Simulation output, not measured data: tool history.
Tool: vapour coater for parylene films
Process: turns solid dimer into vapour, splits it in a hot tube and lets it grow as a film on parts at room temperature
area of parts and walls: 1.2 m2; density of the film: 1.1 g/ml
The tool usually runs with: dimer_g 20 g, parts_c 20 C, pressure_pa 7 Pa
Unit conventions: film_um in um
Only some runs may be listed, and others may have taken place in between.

run,day,dimer_g,parts_c,pressure_pa,film_um
1,0,20,20,7,8.63
2,1.288,20,20,7,8.72
3,2.125,20,20,7,8.59
4,2.742,20,20,7,8.54
5,4.154,20,20,7,8.45
6,4.829,20,20,7,8.56
7,5.838,20,20,7,8.47
8,7.092,12,20,7,5.07
9,8.512,20,12,7,10.64
10,9.679,20,20,7,8.18
11,11.15,20,20,7,8.17
12,11.925,20,20,7,8.27
13,12.975,20,20,7,8.04
14,14.433,20,20,7,8.12
15,15.825,20,20,7,7.86
16,16.912,31,20,7,12.13
17,18.396,31,20,7,12.15
18,19.646,31,20,7,12.1
# day 20.354: trap's valve overhauled
19,20.862,14,20,7,5.03
20,21.817,14,20,7,4.93
21,22.517,20,20,6.33,7.23
22,23.583,20,20,6.33,7.08
23,24.754,20,20,6.33,7.08
24,25.696,20,20,2.31,8.46
25,26.525,20,25,2.31,7.24
26,27.458,20,25,2.31,7.21
# day 28.517: trap's valve overhauled, once more
27,29.104,20,25,2.31,9.39
28,30.017,23,25,2.31,10.59
29,30.796,20,20,2.31,10.8
30,31.529,20,24,2.37,9.42
31,32.654,20,23,6.52,8.18
32,34.029,9,21,7,3.8
33,35.212,9,21,7,3.74
34,36.025,9,21,7,3.78
35,37.117,23,29,2.95,8.73
36,38.229,17,14,11.68,7.9
37,38.896,26,13,5.69,14.18
38,40.096,18,22,8.25,6.93
39,40.896,34,22,2.38,16.04
40,41.675,32,25,2.38,13.71
41,43.188,23,20,7,9.42
42,44.296,13,17,3.95,6.4
43,45.358,18,15,8.32,8.31
44,46.304,18,15,8.32,8.14
45,47.221,18,16,7,8.19
46,48.329,18,16,7,8.1
47,49.15,15,15,7,7.08

Alternative continuations, all from the tool just after run 47; predict every row:
A,50.229,15,28,7.87,?
B,50.229,15,25,7,?
C,50.229,33,20,7,?

run,film_um
A,4.53
B,5.09
C,12.94
The same runs, with their run-to-run variation unchanged, on a tool lacking any hidden condition would have given:
run,film_um
A,5.09
B,5.71
C,14.53

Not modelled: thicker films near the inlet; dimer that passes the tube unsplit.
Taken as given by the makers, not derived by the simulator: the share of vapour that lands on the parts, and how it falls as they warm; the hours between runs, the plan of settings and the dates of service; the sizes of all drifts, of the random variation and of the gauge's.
